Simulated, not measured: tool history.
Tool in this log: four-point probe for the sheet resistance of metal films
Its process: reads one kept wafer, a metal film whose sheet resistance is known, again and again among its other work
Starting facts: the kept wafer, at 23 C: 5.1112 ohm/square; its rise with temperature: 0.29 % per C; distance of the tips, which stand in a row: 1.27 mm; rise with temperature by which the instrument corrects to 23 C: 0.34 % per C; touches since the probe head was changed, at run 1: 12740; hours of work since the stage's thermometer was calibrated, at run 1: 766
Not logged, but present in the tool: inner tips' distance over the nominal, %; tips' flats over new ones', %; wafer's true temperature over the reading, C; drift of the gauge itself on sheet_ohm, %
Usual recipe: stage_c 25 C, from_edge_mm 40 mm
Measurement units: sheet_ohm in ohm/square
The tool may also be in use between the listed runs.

run,day,stage_c,from_edge_mm,touches since the probe head was changed,hours of work since the stage's thermometer was calibrated,sheet_ohm
1,0,25,40,12740,766,5.125265
2,3.946,25,40,14004,807,5.128224
3,7.05,25,40,14999,839,5.129675
4,10.708,25,40,16170,877,5.126902
5,12.654,25,40,16794,897,5.128896
6,14.421,25,40,17360,915,5.128599
7,16.167,25,36,17919,933,5.129531
# day 16.504: stage's thermometer calibrated
8,19.108,25,40,18855,27,5.131848
9,20.967,25,40,19451,46,5.130106
10,25.142,22,40,20788,89,5.140966
11,28.092,22,40,21733,120,5.139744
12,31.792,19,12,22919,158,5.17646
13,35.179,25,12,24004,193,5.161675
14,38.404,20,40,25037,226,5.146478
# day 40.029: stage's thermometer calibrated, once more
15,41.621,31,40,26061,16,5.109204
16,44.629,30,50,27024,47,5.111887
17,47.342,29,24,27894,76,5.118836
18,51.496,29,64,29224,118,5.113464
19,54.429,29,64,30164,149,5.111249
20,56.954,27,23,30973,175,5.12749
21,60.088,28,4,31977,207,5.378768

Alternative continuations, all from the tool just after run 21; predict every row:
A,62.196,25,5,32651,229,?
B,62.196,26,35,32651,229,?
C,62.196,29,29,32651,229,?
D,62.196,24,12,32651,229,?
E,62.196,28,23,32651,229,?

run,sheet_ohm
A,5.294695
B,5.126438
C,5.118696
D,5.155994
E,5.126075
Had the tool no hidden state, the same runs would have come out as:
run,sheet_ohm
A,5.277675
B,5.109916
C,5.1022
D,5.139382
E,5.109556
